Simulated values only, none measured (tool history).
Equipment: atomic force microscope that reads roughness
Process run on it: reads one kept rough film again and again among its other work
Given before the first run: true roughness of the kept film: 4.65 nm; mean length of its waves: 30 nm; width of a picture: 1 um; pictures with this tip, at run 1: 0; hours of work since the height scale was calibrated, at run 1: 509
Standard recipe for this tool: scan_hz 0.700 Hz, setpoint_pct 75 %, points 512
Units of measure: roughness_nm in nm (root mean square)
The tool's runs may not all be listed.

run	hour	scan_hz	setpoint_pct	points	pictures with this tip	hours of work since the height scale was calibrated	roughness_nm
1	0.0	0.700	75	512	0	509	3.954
2	38.2	0.700	75	512	86	536	3.903
3	59.3	0.700	75	512	133	550	3.916
4	85.1	0.700	75	512	191	568	3.909
5	113.2	0.700	75	512	254	588	3.895
# hour 140.6: new tip fitted
6	140.6	0.700	75	512	1	607	3.904
7	167.9	0.700	75	512	62	625	3.945
8	196.7	0.700	75	512	126	646	3.909
9	229.5	2.193	75	512	200	668	3.657
10	266.1	1.772	75	512	282	694	3.731
# hour 280.9: new tip fitted
11	306.5	1.772	75	512	57	721	3.732
12	331.0	0.700	75	512	112	739	3.902
13	351.1	0.700	75	512	157	752	3.936
14	383.1	1.904	75	512	229	775	3.695
15	415.6	0.700	75	512	302	797	3.903
# hour 423.3: new tip fitted
16	441.0	0.700	75	512	40	815	3.925
17	481.5	0.700	75	512	131	843	3.911
18	514.2	0.700	75	465	204	865	3.880
19	554.0	0.700	75	465	294	893	3.925
# hour 563.8: new tip fitted
20	579.8	0.700	75	465	36	911	3.926
21	617.4	0.700	75	465	120	937	3.918
22	642.9	0.700	75	512	177	955	3.927
23	661.9	0.700	75	512	220	968	3.938
24	697.2	0.700	75	512	299	992	3.906
# hour 704.9: new tip fitted
25	724.2	0.700	56	512	43	1011	4.010
26	758.0	0.700	56	512	119	1034	3.968
27	790.7	0.700	56	512	192	1057	3.987
28	829.2	0.700	56	512	279	1084	3.983
# hour 846.7: new tip fitted
29	870.2	2.397	82	512	53	1112	3.483
30	894.2	2.125	75	512	107	1129	3.674
31	919.0	2.773	75	403	162	1146	3.533
32	950.3	1.723	89	713	233	1168	3.471
33	984.6	1.723	89	713	310	1191	3.460
# hour 987.2: new tip fitted
34	1017.5	1.723	89	713	67	1214	3.476
35	1057.6	2.177	75	438	158	1242	3.672
36	1097.5	2.177	75	438	247	1269	3.638
37	1118.6	0.687	62	318	295	1284	3.966
# hour 1128.3: new tip fitted
38	1151.5	3.307	75	327	52	1307	3.453
39	1168.5	1.652	81	470	91	1318	3.622
40	1192.3	1.652	81	470	144	1335	3.650
41	1221.1	0.810	65	605	209	1355	3.985
42	1256.1	1.288	77	408	287	1379	3.764
# hour 1269.5: new tip fitted
43	1284.0	0.718	77	408	33	1398	3.901
44	1313.8	0.718	77	408	100	1419	3.874
45	1355.7	0.718	77	408	194	1448	3.880
46	1375.0	0.718	84	408	237	1462	3.813
47	1399.3	1.754	75	791	292	1479	3.744
# hour 1408.9: new tip fitted
48	1420.2	1.754	59	494	26	1493	3.907
49	1459.5	3.712	59	478	114	1520	3.789
50	1487.3	3.712	59	478	177	1539	3.784
51	1515.0	0.630	61	512	239	1559	3.982
52	1539.8	1.236	75	371	294	1576	3.795

Entry by entry between the runs, the difference in hidden state between the last listed run before and the first listed run after:
Logged between run 5 and run 6: new tip fitted (hour 140.6)
  radius of the tip, nm: 7.1 -> 7
Logged between run 10 and run 11: new tip fitted (hour 280.9)
  radius of the tip, nm: 7.1 -> 7
Logged between run 15 and run 16: new tip fitted (hour 423.3)
  radius of the tip, nm: 7.1 -> 7
Logged between run 19 and run 20: new tip fitted (hour 563.8)
  radius of the tip, nm: 7.1 -> 7
Logged between run 24 and run 25: new tip fitted (hour 704.9)
  radius of the tip, nm: 7.1 -> 7
Logged between run 28 and run 29: new tip fitted (hour 846.7)
  radius of the tip, nm: 7.1 -> 7
Logged between run 33 and run 34: new tip fitted (hour 987.2)
  radius of the tip, nm: 7.1 -> 7
Logged between run 37 and run 38: new tip fitted (hour 1128.3)
  radius of the tip, nm: 7.1 -> 7
Logged between run 42 and run 43: new tip fitted (hour 1269.5)
  radius of the tip, nm: 7.1 -> 7
Logged between run 47 and run 48: new tip fitted (hour 1408.9)
  radius of the tip, nm: 7.1 -> 7
